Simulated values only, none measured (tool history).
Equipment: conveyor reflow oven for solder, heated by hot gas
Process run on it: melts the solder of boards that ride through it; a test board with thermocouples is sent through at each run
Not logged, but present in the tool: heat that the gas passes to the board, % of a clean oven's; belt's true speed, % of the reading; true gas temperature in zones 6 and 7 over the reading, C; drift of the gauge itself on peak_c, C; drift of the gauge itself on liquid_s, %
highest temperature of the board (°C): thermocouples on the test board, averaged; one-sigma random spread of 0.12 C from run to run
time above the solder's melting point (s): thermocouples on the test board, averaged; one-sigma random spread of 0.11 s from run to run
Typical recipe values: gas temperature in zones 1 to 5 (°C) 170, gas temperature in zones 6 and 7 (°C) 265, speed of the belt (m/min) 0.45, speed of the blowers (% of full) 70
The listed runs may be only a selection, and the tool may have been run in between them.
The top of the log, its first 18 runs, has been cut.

| run | day | gas temperature in zones 1 to 5 (°C) | gas temperature in zones 6 and 7 (°C) | speed of the belt (m/min) | speed of the blowers (% of full) | hours of work since the flux was cleaned out | hours of work since the belt drive was overhauled | hours of work since the thermocouples were changed | highest temperature of the board (°C) | time above the solder's melting point (s) |
|---|---|---|---|---|---|---|---|---|---|---|
| 19 | 17.833 | 157 | 279 | 0.388 | 81 | 117 | 567 | 499 | 265.7 | 75.2 |
| 20 | 19.204 | 156 | 254 | 0.502 | 62 | 142 | 592 | 523 | 231.4 | 27.5 |
| 21 | 20.521 | 170 | 265 | 0.388 | 72 | 165 | 615 | 547 | 253.1 | 70.6 |
| 22 | 21.15 | 160 | 253 | 0.536 | 78 | 177 | 627 | 558 | 232.1 | 27.3 |
| 23 | 22.417 | 170 | 254 | 0.396 | 70 | 199 | 649 | 581 | 242 | 59.3 |
|  | 23.738 | flux residue cleaned out of gas plates and filters |
| 24 | 23.85 | 170 | 254 | 0.396 | 70 | 2 | 671 | 603 | 243.3 | 61 |
| 25 | 24.404 | 171 | 265 | 0.391 | 51 | 12 | 681 | 612 | 250.5 | 67.9 |
| 26 | 25.204 | 171 | 265 | 0.391 | 51 | 26 | 695 | 627 | 250.3 | 67.5 |
| 27 | 26.338 | 171 | 265 | 0.434 | 70 | 46 | 715 | 647 | 250.4 | 60.9 |
| 28 | 27.592 | 171 | 265 | 0.434 | 80 | 69 | 738 | 669 | 251.7 | 62.3 |
| 29 | 28.9 | 171 | 265 | 0.434 | 80 | 92 | 761 | 693 | 251.5 | 62.4 |
| 30 | 29.471 | 171 | 265 | 0.45 | 66 | 102 | 771 | 703 | 248.1 | 56.7 |
| 31 | 30.362 | 171 | 265 | 0.45 | 66 | 118 | 787 | 719 | 248.5 | 56.6 |
| 32 | 31.229 | 171 | 265 | 0.45 | 66 | 134 | 803 | 734 | 248.2 | 56.5 |

Here are 3 independent what-if runs from the current tool condition. What would each one return?
| A | 32.2 | 169 | 254 | 0.45 | 86 | 151 | 820 | 752 | ? | ? |
| B | 32.2 | 157 | 278 | 0.45 | 70 | 151 | 820 | 752 | ? | ? |
| C | 32.2 | 166 | 261 | 0.432 | 70 | 151 | 820 | 752 | ? | ? |

| run | highest temperature of the board (°C) | time above the solder's melting point (s) |
|---|---|---|
| A | 240.8 | 50.1 |
| B | 257.5 | 59.2 |
| C | 245.6 | 55.3 |
Had the tool no hidden state, the same runs would have come out as:
| run | highest temperature of the board (°C) | time above the solder's melting point (s) |
|---|---|---|
| A | 242.1 | 50.9 |
| B | 258.9 | 59.3 |
| C | 246.9 | 55.8 |
